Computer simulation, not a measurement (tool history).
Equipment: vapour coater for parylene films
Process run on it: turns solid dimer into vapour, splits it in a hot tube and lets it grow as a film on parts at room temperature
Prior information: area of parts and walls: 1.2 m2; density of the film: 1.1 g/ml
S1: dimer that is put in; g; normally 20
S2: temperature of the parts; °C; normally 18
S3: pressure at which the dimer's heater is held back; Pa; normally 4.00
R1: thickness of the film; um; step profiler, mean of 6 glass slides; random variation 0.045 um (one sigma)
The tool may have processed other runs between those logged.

| run | day | S1 | S2 | S3 | R1 |
|---|---|---|---|---|---|
| 1 | 0.000 | 20 | 18 | 4.00 | 9.76 |
| 2 | 1.004 | 20 | 10 | 4.00 | 14.42 |
| 3 | 1.904 | 20 | 18 | 8.04 | 9.17 |
| 4 | 2.825 | 20 | 18 | 5.64 | 9.50 |
| 5 | 3.538 | 20 | 18 | 5.64 | 9.49 |
| 6 | 4.612 | 20 | 18 | 5.64 | 9.52 |
| 7 | 5.488 | 20 | 18 | 5.64 | 9.56 |
|  | 6.425 | trap's valve overhauled |
| 8 | 7.167 | 20 | 18 | 5.64 | 9.55 |
| 9 | 8.504 | 20 | 18 | 5.64 | 9.58 |
| 10 | 9.621 | 20 | 10 | 4.00 | 14.45 |
| 11 | 10.550 | 20 | 10 | 4.00 | 14.71 |
| 12 | 12.100 | 20 | 10 | 4.00 | 14.68 |
| 13 | 13.458 | 20 | 14 | 4.00 | 12.08 |
| 14 | 14.229 | 20 | 14 | 4.00 | 12.06 |
| 15 | 14.912 | 20 | 18 | 4.00 | 10.02 |
| 16 | 16.575 | 20 | 11 | 4.00 | 14.05 |
|  | 17.062 | gauge calibrated |
| 17 | 17.529 | 20 | 18 | 2.83 | 10.14 |
| 18 | 19.088 | 14 | 18 | 4.81 | 6.77 |
| 19 | 20.062 | 14 | 18 | 4.81 | 6.78 |
| 20 | 21.729 | 14 | 18 | 4.81 | 6.72 |
| 21 | 23.050 | 10 | 18 | 2.44 | 5.14 |
| 22 | 23.875 | 10 | 18 | 2.44 | 5.20 |
| 23 | 24.921 | 20 | 26 | 10.31 | 6.15 |
| 24 | 26.575 | 9 | 20 | 10.31 | 3.76 |
| 25 | 27.888 | 9 | 20 | 5.15 | 3.93 |
| 26 | 29.212 | 20 | 13 | 4.00 | 12.63 |
| 27 | 30.488 | 20 | 13 | 4.00 | 12.65 |
| 28 | 32.083 | 20 | 11 | 9.53 | 12.93 |
| 29 | 33.133 | 16 | 13 | 4.00 | 10.17 |
| 30 | 33.825 | 28 | 12 | 2.06 | 19.93 |
| 31 | 35.017 | 25 | 26 | 2.06 | 9.08 |

What if the next run were any one of these 3? Each begins from the tool's condition after run 31:
|  | 35.650 | trap's valve overhauled |
| A | 36.625 | 9 | 23 | 2.15 | ? |
|  | 35.650 | trap's valve overhauled |
| B | 36.625 | 14 | 17 | 2.06 | ? |
|  | 35.650 | trap's valve overhauled |
| C | 36.625 | 20 | 18 | 5.02 | ? |

| run | R1 |
|---|---|
| A | 3.80 |
| B | 7.93 |
| C | 9.95 |
Take away the tool's hidden state, keep each run's random variation, and the runs would have read:
| run | R1 |
|---|---|
| A | 3.68 |
| B | 7.68 |
| C | 9.64 |

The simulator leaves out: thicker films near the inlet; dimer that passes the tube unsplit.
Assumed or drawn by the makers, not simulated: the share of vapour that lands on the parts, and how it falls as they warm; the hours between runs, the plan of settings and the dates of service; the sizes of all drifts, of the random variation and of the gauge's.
